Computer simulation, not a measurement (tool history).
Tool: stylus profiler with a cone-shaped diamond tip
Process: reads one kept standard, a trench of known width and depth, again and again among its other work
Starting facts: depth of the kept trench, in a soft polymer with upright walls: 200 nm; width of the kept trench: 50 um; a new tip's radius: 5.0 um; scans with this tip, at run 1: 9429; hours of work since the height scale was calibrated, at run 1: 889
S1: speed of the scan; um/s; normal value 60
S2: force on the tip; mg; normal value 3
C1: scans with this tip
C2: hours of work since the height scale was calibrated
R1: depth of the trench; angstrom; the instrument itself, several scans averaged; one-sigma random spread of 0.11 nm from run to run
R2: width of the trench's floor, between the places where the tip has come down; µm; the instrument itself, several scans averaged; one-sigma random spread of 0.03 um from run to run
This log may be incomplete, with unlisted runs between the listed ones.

Run 1, hour 0: usual settings; C1 9429; C2 889. Result: R1 2035.6 angstrom, R2 46.85 µm.
Run 2, hour 124.8: usual settings; C1 10224; C2 964. Result: R1 2036.2 angstrom, R2 46.84 µm.
Run 3, hour 215.9: usual settings but S1 66 um/s; C1 10805; C2 1019. Result: R1 2036.6 angstrom, R2 46.8 µm.
Run 4, hour 354.3: usual settings; C1 11688; C2 1102. Result: R1 2036.5 angstrom, R2 46.87 µm.
Run 5, hour 454.4: usual settings; C1 12326; C2 1162. Result: R1 2037.2 angstrom, R2 46.84 µm.
Run 6, hour 574.9: usual settings but S2 1.97 mg; C1 13095; C2 1235. Result: R1 2026.4 angstrom, R2 46.77 µm.
Run 7, hour 701.4: usual settings but S2 1.97 mg; C1 13901; C2 1311. Result: R1 2029.2 angstrom, R2 46.73 µm.
Run 8, hour 826.7: usual settings but S2 1.97 mg; C1 14700; C2 1386. Result: R1 2028 angstrom, R2 46.8 µm.
Run 9, hour 970: usual settings; C1 15614; C2 1472. Result: R1 2034.5 angstrom, R2 46.88 µm.
Run 10, hour 1069.8: usual settings but S2 2.2 mg; C1 16250; C2 1532. Result: R1 2029.4 angstrom, R2 46.78 µm.
At hour 1078.1: height scale calibrated on a step standard.
Run 11, hour 1180: usual settings; C1 16950; C2 61. Result: R1 2037 angstrom, R2 46.84 µm.
Run 12, hour 1314.4: usual settings but S1 79 um/s; C1 17807; C2 142. Result: R1 2037.9 angstrom, R2 46.73 µm.
Run 13, hour 1379: usual settings; C1 18218; C2 181. Result: R1 2034.6 angstrom, R2 46.86 µm.
Run 14, hour 1523.8: usual settings but S1 174 um/s; C1 19142; C2 268. Result: R1 2036 angstrom, R2 46.15 µm.
Run 15, hour 1614.7: usual settings but S1 32 um/s, S2 2.39 mg; C1 19722; C2 323. Result: R1 2033.3 angstrom, R2 46.97 µm.
Run 16, hour 1754.5: usual settings but S1 27 um/s, S2 8.45 mg; C1 20612; C2 407. Result: R1 2075.5 angstrom, R2 47.08 µm.
Run 17, hour 1881.4: usual settings but S1 27 um/s, S2 8.32 mg; C1 21422; C2 483. Result: R1 2073.4 angstrom, R2 47.1 µm.
Run 18, hour 1952.8: usual settings but S1 146 um/s, S2 3.79 mg; C1 21877; C2 526. Result: R1 2043.3 angstrom, R2 46.4 µm.
Run 19, hour 2017.1: usual settings but S1 113 um/s, S2 1.66 mg; C1 22287; C2 565. Result: R1 2024.4 angstrom, R2 46.3 µm.
Run 20, hour 2124.3: usual settings but S1 28 um/s, S2 1.15 mg; C1 22970; C2 629. Result: R1 2020.2 angstrom, R2 46.91 µm.
Run 21, hour 2185.6: usual settings but S1 28 um/s, S2 1.15 mg; C1 23362; C2 666. Result: R1 2017.7 angstrom, R2 46.91 µm.
Run 22, hour 2267.8: usual settings but S1 28 um/s, S2 1.15 mg; C1 23886; C2 715. Result: R1 2020 angstrom, R2 46.94 µm.
Run 23, hour 2344.2: usual settings but S1 28 um/s, S2 1.15 mg; C1 24372; C2 761. Result: R1 2019.9 angstrom, R2 46.89 µm.
At hour 2401.9: new tip fitted, height scale calibrated.
Run 24, hour 2478.6: usual settings but S1 28 um/s, S2 1.15 mg; C1 489; C2 46. Result: R1 2020.4 angstrom, R2 46.9 µm.
Run 25, hour 2566.6: usual settings but S2 3.65 mg; C1 1050; C2 99. Result: R1 2042.9 angstrom, R2 46.92 µm.
Run 26, hour 2635.9: usual settings but S1 15 um/s, S2 3.65 mg; C1 1492; C2 141. Result: R1 2042.3 angstrom, R2 47.16 µm.
Run 27, hour 2755: usual settings but S1 219 um/s, S2 4.55 mg; C1 2251; C2 212. Result: R1 2047.5 angstrom, R2 46.24 µm.
Run 28, hour 2863.3: usual settings but S2 4.3 mg; C1 2942; C2 277. Result: R1 2047 angstrom, R2 46.92 µm.

What differs in the tool's unlogged condition from the final listed run ahead of each entry between runs to the first listed run following it?
Between runs 10 and 11: height scale calibrated on a step standard (hour 1078.1)
  height scale over the true one, %: -0.011 -> 0
  measured minus no-state result, R2: -0.02 -> -0.02 µm
Between runs 23 and 24: new tip fitted, height scale calibrated (hour 2401.9)
  radius of the tip, um: 5.1 -> 5; height scale over the true one, %: -0.005 -> 0
  measured minus no-state result, R2: -0.03 -> +0 µm

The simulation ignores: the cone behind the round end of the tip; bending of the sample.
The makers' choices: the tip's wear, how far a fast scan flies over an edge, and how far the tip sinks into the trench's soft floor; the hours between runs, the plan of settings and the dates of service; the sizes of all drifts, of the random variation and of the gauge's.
